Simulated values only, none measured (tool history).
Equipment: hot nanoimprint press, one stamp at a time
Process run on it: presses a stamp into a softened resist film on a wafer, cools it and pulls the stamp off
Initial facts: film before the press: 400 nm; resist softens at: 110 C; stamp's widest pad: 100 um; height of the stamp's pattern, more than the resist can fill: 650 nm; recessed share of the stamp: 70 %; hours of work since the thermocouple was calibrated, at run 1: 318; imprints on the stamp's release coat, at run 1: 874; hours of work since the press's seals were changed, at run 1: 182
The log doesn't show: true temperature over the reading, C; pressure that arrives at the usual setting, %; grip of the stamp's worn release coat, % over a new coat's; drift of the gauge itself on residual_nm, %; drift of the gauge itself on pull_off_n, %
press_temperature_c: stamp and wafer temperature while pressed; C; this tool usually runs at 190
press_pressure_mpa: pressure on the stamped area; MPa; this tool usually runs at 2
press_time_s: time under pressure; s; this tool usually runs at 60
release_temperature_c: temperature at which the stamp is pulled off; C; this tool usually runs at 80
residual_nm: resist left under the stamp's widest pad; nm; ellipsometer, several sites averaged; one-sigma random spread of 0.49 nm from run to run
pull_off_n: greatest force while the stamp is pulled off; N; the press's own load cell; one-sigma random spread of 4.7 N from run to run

run	hour	press_temperature_c	press_pressure_mpa	press_time_s	release_temperature_c	hours of work since the thermocouple was calibrated	imprints on the stamp's release coat	hours of work since the press's seals were changed	residual_nm	pull_off_n
1	0	190	2	60	80	318	874	182	194.6	232
2	16.9	190	2	59	80	331	936	195	196.8	228
3	40.1	190	2	59	80	349	1022	213	196	236
4	62.5	190	1.43	60	80	366	1104	230	228.5	236
# hour 84.2: stamp cleaned and given a new release coat
5	88.7	190	1.43	60	80	381	17	245	228.7	223
6	107.1	190	1.43	60	80	395	84	259	229.3	229
7	122	190	1.43	60	80	407	139	271	229.8	229
8	146.3	190	2	60	80	425	229	289	197.1	228
9	170.6	190	2	60	80	444	318	308	196.7	231
10	189.1	190	2	60	80	458	386	322	196.5	228
11	214.9	190	2	60	80	478	481	342	196.8	235
12	241.5	190	2	60	80	498	579	362	197.3	234
13	256	190	2	60	80	509	633	373	197.3	237
14	280.4	190	2.44	60	80	528	722	392	179	237
15	292.7	190	2.44	60	80	538	768	402	179	233
# hour 299.5: plate thermocouple calibrated
16	318.7	190	2.44	60	80	15	853	419	179.5	237
17	332.8	182	1.41	47	86	26	905	430	297	189
18	343.7	186	3.15	62	66	34	945	438	176.7	331
19	360.5	190	1.79	71	80	47	1007	451	197.5	234
20	381.4	190	1.79	71	80	63	1084	467	197.9	230
# hour 408: stamp cleaned and given a new release coat
21	409.5	190	1.79	71	80	80	6	484	198.3	231
22	424.6	190	2	52	80	91	61	496	209.6	228
# hour 438: gauge calibrated
23	449	190	2	94	80	110	151	514	166.7	228
24	462.8	190	1.21	60	71	121	202	525	245.3	296
25	481	201	2	60	80	134	269	539	145.3	223
26	494	186	1.66	60	80	144	317	549	237.1	228
27	518.1	178	2	34	80	163	406	567	307.7	229
28	543	190	2	109	80	182	498	586	158.9	241
29	563.7	202	1.53	60	79	198	574	602	164	240
30	589.8	182	2.64	68	75	218	670	622	208.5	266

Hidden state or all else? Some run-to-run changes of residual_nm, split into what the settings, what came in and random variation would give without the hidden state, and what is left for the hidden state (with any gauge scatter that isn't in both results):
Run 16 -> 17: press_temperature_c 190 -> 182, press_pressure_mpa 2.44 -> 1.41, press_time_s 60 -> 47, release_temperature_c 80 -> 86. residual_nm +117.5 nm: hidden state +2.1, all else +115.4.
Run 17 -> 18: press_temperature_c 182 -> 186, press_pressure_mpa 1.41 -> 3.15, press_time_s 47 -> 62, release_temperature_c 86 -> 66. residual_nm -120.3 nm: hidden state -1.8, all else -118.5.
Run 22 -> 23: press_time_s 52 -> 94, gauge calibrated. residual_nm -42.9 nm: hidden state -4.4, all else -38.5.
Run 27 -> 28: press_temperature_c 178 -> 190, press_time_s 34 -> 109. residual_nm -148.8 nm: hidden state -0.5, all else -148.3.

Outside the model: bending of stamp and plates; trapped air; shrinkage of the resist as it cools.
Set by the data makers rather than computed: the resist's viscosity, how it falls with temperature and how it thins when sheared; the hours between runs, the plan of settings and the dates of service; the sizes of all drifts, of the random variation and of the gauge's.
